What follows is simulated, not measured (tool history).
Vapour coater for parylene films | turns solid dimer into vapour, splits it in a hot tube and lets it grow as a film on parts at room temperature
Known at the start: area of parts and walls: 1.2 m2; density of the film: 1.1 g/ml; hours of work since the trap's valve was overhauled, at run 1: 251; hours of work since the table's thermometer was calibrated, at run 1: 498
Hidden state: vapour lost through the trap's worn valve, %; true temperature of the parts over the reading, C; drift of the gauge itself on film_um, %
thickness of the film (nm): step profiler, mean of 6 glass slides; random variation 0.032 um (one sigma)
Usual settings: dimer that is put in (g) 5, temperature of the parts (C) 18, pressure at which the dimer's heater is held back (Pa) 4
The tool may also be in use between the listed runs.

run,hour,dimer that is put in (g),temperature of the parts (C),pressure at which the dimer's heater is held back (Pa),hours of work since the trap's valve was overhauled,hours of work since the table's thermometer was calibrated,thickness of the film (nm)
1,0,5,18,4,251,498,3050
2,11.2,5,18,4,259,506,3080
3,24.3,5,18,4,269,515,3050
4,41.8,5,18,4,281,528,3020
5,52.9,5,18,4,289,535,3040
6,65.7,5,24,4,298,544,2550
7,75.7,4,18,5.75,305,551,2210
8,86.6,4,18,5.75,312,559,2240
9,94.5,4,18,5.75,318,565,2250

The next listed run, before its measurement:
10,104.8,7,12,3.28,325,572,?

thickness of the film (nm): 5150
Without the tool's hidden state the same run would have given thickness of the film (nm) 5180.
